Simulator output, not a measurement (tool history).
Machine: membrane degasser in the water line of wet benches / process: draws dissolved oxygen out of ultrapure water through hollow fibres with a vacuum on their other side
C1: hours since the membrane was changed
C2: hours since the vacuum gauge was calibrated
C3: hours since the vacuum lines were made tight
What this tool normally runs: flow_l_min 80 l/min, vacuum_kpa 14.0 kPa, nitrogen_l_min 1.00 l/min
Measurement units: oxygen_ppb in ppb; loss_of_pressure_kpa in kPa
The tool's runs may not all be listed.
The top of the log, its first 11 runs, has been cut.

Run 12, hour 1964.1: usual settings but flow_l_min 71 l/min; C1 2576; C2 5527; C3 11002. Result: oxygen_ppb 1219.0 ppb, loss_of_pressure_kpa 58.75 kPa.
Run 13, hour 2078.1: usual settings but nitrogen_l_min 1.32 l/min; C1 2690; C2 5641; C3 11116. Result: oxygen_ppb 1118.4 ppb, loss_of_pressure_kpa 66.68 kPa.
Run 14, hour 2230.1: usual settings but nitrogen_l_min 1.32 l/min; C1 2842; C2 5793; C3 11268. Result: oxygen_ppb 1116.4 ppb, loss_of_pressure_kpa 66.09 kPa.
Run 15, hour 2469.4: usual settings but flow_l_min 86 l/min, nitrogen_l_min 1.32 l/min; C1 3082; C2 6033; C3 11507. Result: oxygen_ppb 1179.3 ppb, loss_of_pressure_kpa 71.72 kPa.
At hour 2591.7: vacuum gauge calibrated.
Run 16, hour 2591.7: usual settings but flow_l_min 121 l/min; C1 3203; C2 0; C3 11629. Result: oxygen_ppb 1739.1 ppb, loss_of_pressure_kpa 100.39 kPa.
Run 17, hour 2720.0: usual settings but flow_l_min 121 l/min; C1 3332; C2 128; C3 11757. Result: oxygen_ppb 1736.8 ppb, loss_of_pressure_kpa 100.60 kPa.
Run 18, hour 2834.2: usual settings but flow_l_min 112 l/min, vacuum_kpa 11.9 kPa; C1 3446; C2 243; C3 11871. Result: oxygen_ppb 1386.7 ppb, loss_of_pressure_kpa 92.45 kPa.
Run 19, hour 3016.2: usual settings but flow_l_min 112 l/min, vacuum_kpa 11.9 kPa; C1 3628; C2 425; C3 12053. Result: oxygen_ppb 1388.7 ppb, loss_of_pressure_kpa 92.98 kPa.
Run 20, hour 3229.0: usual settings but vacuum_kpa 34.4 kPa; C1 3841; C2 637; C3 12266. Result: oxygen_ppb 3017.7 ppb, loss_of_pressure_kpa 66.15 kPa.
Run 21, hour 3344.8: usual settings but vacuum_kpa 34.4 kPa; C1 3957; C2 753; C3 12382. Result: oxygen_ppb 3024.6 ppb, loss_of_pressure_kpa 66.86 kPa.
Run 22, hour 3552.6: usual settings but flow_l_min 113 l/min, vacuum_kpa 17.3 kPa, nitrogen_l_min 0.72 l/min; C1 4164; C2 961; C3 12590. Result: oxygen_ppb 2394.7 ppb, loss_of_pressure_kpa 93.91 kPa.
Run 23, hour 3711.7: usual settings but flow_l_min 59 l/min, vacuum_kpa 33.1 kPa, nitrogen_l_min 1.95 l/min; C1 4323; C2 1120; C3 12749. Result: oxygen_ppb 1607.6 ppb, loss_of_pressure_kpa 49.21 kPa.
Run 24, hour 3840.2: usual settings but flow_l_min 59 l/min, vacuum_kpa 33.1 kPa, nitrogen_l_min 1.95 l/min; C1 4452; C2 1249; C3 12877. Result: oxygen_ppb 1601.8 ppb, loss_of_pressure_kpa 48.86 kPa.
At hour 4084.6: seals of the vacuum lines changed.
Run 25, hour 4084.6: usual settings but flow_l_min 92 l/min, vacuum_kpa 8.9 kPa, nitrogen_l_min 0.61 l/min; C1 4694; C2 1491; C3 0. Result: oxygen_ppb 1091.7 ppb, loss_of_pressure_kpa 76.33 kPa.
Run 26, hour 4330.0: usual settings but flow_l_min 92 l/min, vacuum_kpa 28.1 kPa, nitrogen_l_min 0.61 l/min; C1 4940; C2 1736; C3 245. Result: oxygen_ppb 3521.2 ppb, loss_of_pressure_kpa 76.72 kPa.
Run 27, hour 4510.5: usual settings but vacuum_kpa 11.5 kPa; C1 5120; C2 1917; C3 426. Result: oxygen_ppb 1053.0 ppb, loss_of_pressure_kpa 66.58 kPa.
Run 28, hour 4655.6: usual settings but flow_l_min 88 l/min, vacuum_kpa 29.7 kPa; C1 5265; C2 2062; C3 571. Result: oxygen_ppb 2842.3 ppb, loss_of_pressure_kpa 72.92 kPa.
Run 29, hour 4840.0: usual settings but flow_l_min 71 l/min, vacuum_kpa 15.2 kPa, nitrogen_l_min 0.76 l/min; C1 5450; C2 2246; C3 755. Result: oxygen_ppb 1567.5 ppb, loss_of_pressure_kpa 59.34 kPa.
Run 30, hour 5045.6: usual settings but nitrogen_l_min 1.25 l/min; C1 5655; C2 2452; C3 961. Result: oxygen_ppb 1149.8 ppb, loss_of_pressure_kpa 66.59 kPa.
Run 31, hour 5285.9: usual settings but nitrogen_l_min 1.25 l/min; C1 5896; C2 2692; C3 1201. Result: oxygen_ppb 1152.4 ppb, loss_of_pressure_kpa 66.78 kPa.
Run 32, hour 5444.5: usual settings but nitrogen_l_min 1.25 l/min; C1 6054; C2 2851; C3 1360. Result: oxygen_ppb 1151.7 ppb, loss_of_pressure_kpa 66.78 kPa.

Alternative continuations, all from the tool just after run 32; predict every row:
Run A, hour 5658.6: usual settings but nitrogen_l_min 1.55 l/min; C1 6268; C2 3065; C3 1574. Result: oxygen_ppb ?, loss_of_pressure_kpa ?.
Run B, hour 5658.6: usual settings but vacuum_kpa 10.0 kPa; C1 6268; C2 3065; C3 1574. Result: oxygen_ppb ?, loss_of_pressure_kpa ?.
Run C, hour 5658.6: usual settings but flow_l_min 109 l/min; C1 6268; C2 3065; C3 1574. Result: oxygen_ppb ?, loss_of_pressure_kpa ?.
Run D, hour 5658.6: usual settings but flow_l_min 90 l/min, vacuum_kpa 32.7 kPa, nitrogen_l_min 1.92 l/min; C1 6268; C2 3065; C3 1574. Result: oxygen_ppb ?, loss_of_pressure_kpa ?.

run  oxygen_ppb  loss_of_pressure_kpa
  A      1001.2                 66.76
  B       886.4                 66.90
  C      1636.1                 91.32
  D      2156.6                 75.66
With the hidden condition removed and each run's random variation left untouched, the same runs would have given:
run  oxygen_ppb  loss_of_pressure_kpa
  A       995.6                 65.61
  B       880.1                 65.75
  C      1627.0                 89.75
  D      2151.4                 74.35
